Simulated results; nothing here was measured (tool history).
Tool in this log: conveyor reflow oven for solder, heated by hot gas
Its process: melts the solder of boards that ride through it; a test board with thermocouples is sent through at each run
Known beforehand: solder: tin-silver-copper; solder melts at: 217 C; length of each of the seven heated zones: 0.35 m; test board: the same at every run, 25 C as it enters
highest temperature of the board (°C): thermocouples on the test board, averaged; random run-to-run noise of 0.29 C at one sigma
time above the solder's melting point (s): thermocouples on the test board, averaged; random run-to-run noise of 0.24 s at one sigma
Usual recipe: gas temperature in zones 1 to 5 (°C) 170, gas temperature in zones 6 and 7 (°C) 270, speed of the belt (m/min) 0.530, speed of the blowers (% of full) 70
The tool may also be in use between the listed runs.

run   hour  gas temperature in zones 1 to 5 (°C)  gas temperature in zones 6 and 7 (°C)  speed of the belt (m/min)  speed of the blowers (% of full)  highest temperature of the board (°C)  time above the solder's melting point (s)
  1    0.0                                   170                                    270                      0.530                                70                                  254.4                                       61.5
  2   11.7                                   170                                    270                      0.530                                70                                  254.7                                       61.4
  3   26.9                                   170                                    273                      0.530                                70                                  257.5                                       63.5
  4   37.1                                   170                                    273                      0.530                                70                                  256.9                                       63.8
  5   52.7                                   170                                    273                      0.530                                70                                  257.4                                       63.4
  6   73.3                                   170                                    273                      0.530                                70                                  257.7                                       62.9
  7   88.5                                   170                                    270                      0.530                                84                                  256.6                                       63.6
  8  108.6                                   170                                    270                      0.530                                64                                  253.2                                       60.4
  9  122.9                                   170                                    270                      0.530                                64                                  253.1                                       59.7
 10  133.3                                   170                                    270                      0.530                                64                                  252.8                                       60.2
 11  155.5                                   167                                    270                      0.530                                64                                  252.8                                       58.5
 12  166.8                                   167                                    270                      0.530                                64                                  252.7                                       58.7
 13  186.1                                   170                                    270                      0.530                                70                                  254.0                                       60.9
 14  202.8                                   170                                    270                      0.530                                52                                  250.2                                       57.1
 15  224.3                                   170                                    270                      0.530                                84                                  256.4                                       62.6
 16  243.8                                   170                                    270                      0.530                                84                                  255.9                                       62.4
 17  256.7                                   170                                    270                      0.573                                70                                  251.6                                       53.2
 18  269.3                                   170                                    270                      0.573                                70                                  251.1                                       53.5
 19  278.6                                   170                                    270                      0.573                                70                                  251.4                                       53.4
 20  288.1                                   170                                    276                      0.541                                70                                  257.7                                       62.4
 21  309.8                                   178                                    276                      0.556                                70                                  258.2                                       63.6
     330.8  -- flux residue cleaned out of gas plates and filters
 22  332.6                                   159                                    276                      0.556                                52                                  253.5                                       53.8
 23  350.0                                   159                                    274                      0.556                                52                                  252.0                                       52.2
 24  364.8                                   159                                    274                      0.556                                52                                  251.6                                       52.0
 25  385.0                                   170                                    282                      0.421                                85                                  274.2                                       92.5
 26  406.2                                   177                                    281                      0.440                                79                                  272.2                                       90.5
 27  423.5                                   172                                    270                      0.530                                58                                  254.0                                       61.5
 28  436.2                                   172                                    270                      0.530                                58                                  253.4                                       60.6
 29  453.9                                   170                                    271                      0.530                                63                                  254.7                                       62.1
 30  465.8                                   183                                    262                      0.530                                51                                  246.8                                       60.2
 31  476.4                                   183                                    259                      0.530                                51                                  244.5                                       57.6

What if the next run were any one of these 4? Each begins from the tool's condition after run 31:
  A  489.9                                   157                                    259                      0.546                                51                                      ?                                          ?
  B  489.9                                   163                                    264                      0.486                                51                                      ?                                          ?
  C  489.9                                   183                                    259                      0.447                                80                                      ?                                          ?
  D  489.9                                   170                                    283                      0.530                                70                                      ?                                          ?

run  highest temperature of the board (°C)  time above the solder's melting point (s)
  A                                  237.7                                       39.6
  B                                  247.2                                       59.1
  C                                  251.7                                       79.9
  D                                  266.5                                       69.2
Stripped of hidden state, with their random variation kept, the same runs would have yielded:
run  highest temperature of the board (°C)  time above the solder's melting point (s)
  A                                  238.1                                       38.9
  B                                  247.8                                       57.7
  C                                  252.5                                       78.2
  D                                  267.2                                       67.5
